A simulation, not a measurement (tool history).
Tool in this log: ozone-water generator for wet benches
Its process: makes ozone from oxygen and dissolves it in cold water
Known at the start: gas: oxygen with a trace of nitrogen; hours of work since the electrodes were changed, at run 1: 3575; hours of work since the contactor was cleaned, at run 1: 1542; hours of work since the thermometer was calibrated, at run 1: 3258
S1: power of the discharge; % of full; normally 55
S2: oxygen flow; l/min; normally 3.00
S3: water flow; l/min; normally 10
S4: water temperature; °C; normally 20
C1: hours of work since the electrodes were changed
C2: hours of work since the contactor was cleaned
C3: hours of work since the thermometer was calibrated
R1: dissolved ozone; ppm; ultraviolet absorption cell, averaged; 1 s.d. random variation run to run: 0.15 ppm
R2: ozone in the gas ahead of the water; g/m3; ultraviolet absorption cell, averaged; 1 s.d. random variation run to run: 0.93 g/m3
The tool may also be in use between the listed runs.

run 1 hour=0.0 | S1=55 S2=3.00 S3=10 S4=20 | C1=3575 C2=1542 C3=3258 | R1=16.5 R2=144.2
run 2 hour=103.6 | S1=55 S2=3.00 S3=10 S4=26 | C1=3649 C2=1617 C3=3332 | R1=14.7 R2=142.7
run 3 hour=253.4 | S1=55 S2=3.00 S3=10 S4=26 | C1=3757 C2=1724 C3=3439 | R1=14.8 R2=141.7
run 4 hour=407.4 | S1=55 S2=3.00 S3=10 S4=26 | C1=3867 C2=1835 C3=3550 | R1=15.0 R2=142.9
run 5 hour=572.9 | S1=55 S2=3.00 S3=10 S4=26 | C1=3986 C2=1953 C3=3669 | R1=14.5 R2=142.9
run 6 hour=674.2 | S1=55 S2=3.00 S3=10 S4=26 | C1=4059 C2=2026 C3=3741 | R1=14.6 R2=141.7
run 7 hour=781.8 | S1=55 S2=3.00 S3=10 S4=20 | C1=4136 C2=2103 C3=3818 | R1=16.3 R2=141.0
run 8 hour=892.0 | S1=55 S2=3.00 S3=9 S4=20 | C1=4215 C2=2182 C3=3897 | R1=17.7 R2=141.6
run 9 hour=987.1 | S1=55 S2=3.00 S3=9 S4=20 | C1=4283 C2=2250 C3=3966 | R1=17.4 R2=141.2
run 10 hour=1161.6 | S1=55 S2=3.00 S3=9 S4=20 | C1=4408 C2=2376 C3=4091 | R1=17.2 R2=141.3
run 11 hour=1244.9 | S1=55 S2=3.00 S3=9 S4=20 | C1=4468 C2=2435 C3=4151 | R1=17.2 R2=141.1
run 12 hour=1362.2 | S1=55 S2=3.00 S3=9 S4=20 | C1=4552 C2=2520 C3=4235 | R1=17.5 R2=139.2
run 13 hour=1466.3 | S1=55 S2=4.97 S3=10 S4=20 | C1=4627 C2=2594 C3=4309 | R1=14.9 R2=104.9
run 14 hour=1607.2 | S1=55 S2=3.00 S3=10 S4=15 | C1=4728 C2=2695 C3=4411 | R1=17.3 R2=139.1
run 15 hour=1724.7 | S1=55 S2=3.00 S3=10 S4=15 | C1=4812 C2=2780 C3=4495 | R1=17.1 R2=140.0
run 16 hour=1829.2 | S1=55 S2=3.00 S3=10 S4=15 | C1=4887 C2=2855 C3=4570 | R1=17.2 R2=138.8
run 17 hour=1953.8 | S1=92 S2=4.63 S3=7 S4=23 | C1=4977 C2=2944 C3=4659 | R1=23.0 R2=145.3
run 18 hour=2051.8 | S1=92 S2=4.63 S3=7 S4=23 | C1=5047 C2=3014 C3=4729 | R1=23.2 R2=143.2
run 19 hour=2208.1 | S1=42 S2=4.63 S3=7 S4=23 | C1=5159 C2=3126 C3=4842 | R1=14.8 R2=92.7
run 20 hour=2381.4 | S1=54 S2=4.63 S3=7 S4=12 | C1=5284 C2=3251 C3=4966 | R1=21.8 R2=107.8
run 21 hour=2540.3 | S1=97 S2=1.67 S3=10 S4=14 | C1=5397 C2=3365 C3=5080 | R1=22.9 R2=261.1
-- hour=2648.2 water thermometer calibrated
run 22 hour=2680.2 | S1=91 S2=1.67 S3=10 S4=14 | C1=5497 C2=3465 C3=23 | R1=22.1 R2=252.9
run 23 hour=2771.8 | S1=51 S2=2.14 S3=10 S4=22 | C1=5563 C2=3530 C3=89 | R1=14.7 R2=158.4
run 24 hour=2869.1 | S1=51 S2=2.14 S3=10 S4=22 | C1=5633 C2=3600 C3=158 | R1=14.7 R2=158.4
run 25 hour=2945.5 | S1=55 S2=5.01 S3=15 S4=20 | C1=5688 C2=3655 C3=213 | R1=10.9 R2=103.2
run 26 hour=3117.3 | S1=88 S2=3.00 S3=7 S4=20 | C1=5811 C2=3778 C3=337 | R1=25.8 R2=176.1
run 27 hour=3235.6 | S1=88 S2=2.55 S3=7 S4=15 | C1=5896 C2=3863 C3=421 | R1=28.7 R2=192.6
run 28 hour=3379.7 | S1=88 S2=2.55 S3=7 S4=15 | C1=5999 C2=3966 C3=525 | R1=28.6 R2=193.7
run 29 hour=3477.6 | S1=55 S2=3.00 S3=11 S4=20 | C1=6070 C2=4037 C3=595 | R1=14.4 R2=133.8
run 30 hour=3626.5 | S1=55 S2=3.00 S3=16 S4=14 | C1=6176 C2=4143 C3=702 | R1=10.8 R2=134.8
run 31 hour=3714.0 | S1=43 S2=4.90 S3=7 S4=14 | C1=6239 C2=4206 C3=765 | R1=18.3 R2=88.5
run 32 hour=3858.0 | S1=64 S2=3.00 S3=7 S4=27 | C1=6342 C2=4310 C3=868 | R1=18.4 R2=146.1

Alternative continuations, all from the tool just after run 32; predict every row:
run A hour=4020.5 | S1=80 S2=3.00 S3=7 S4=15 | C1=6459 C2=4426 C3=984 | R1=? R2=?
run B hour=4020.5 | S1=55 S2=3.00 S3=7 S4=20 | C1=6459 C2=4426 C3=984 | R1=? R2=?
run C hour=4020.5 | S1=64 S2=4.08 S3=14 S4=19 | C1=6459 C2=4426 C3=984 | R1=? R2=?
run D hour=4020.5 | S1=63 S2=4.29 S3=7 S4=27 | C1=6459 C2=4426 C3=984 | R1=? R2=?
run E hour=4020.5 | S1=55 S2=1.76 S3=7 S4=20 | C1=6459 C2=4426 C3=984 | R1=? R2=?

run=A R1=26.4 R2=165.4
run=B R1=19.6 R2=133.1
run=C R1=12.6 R2=121.5
run=D R1=16.9 R2=118.4
run=E R1=20.5 R2=182.2
Take away the tool's hidden state, keep each run's random variation, and the runs would have read:
run=A R1=32.4 R2=199.6
run=B R1=23.2 R2=154.9
run=C R1=15.2 R2=143.3
run=D R1=20.4 R2=139.6
run=E R1=24.3 R2=211.7

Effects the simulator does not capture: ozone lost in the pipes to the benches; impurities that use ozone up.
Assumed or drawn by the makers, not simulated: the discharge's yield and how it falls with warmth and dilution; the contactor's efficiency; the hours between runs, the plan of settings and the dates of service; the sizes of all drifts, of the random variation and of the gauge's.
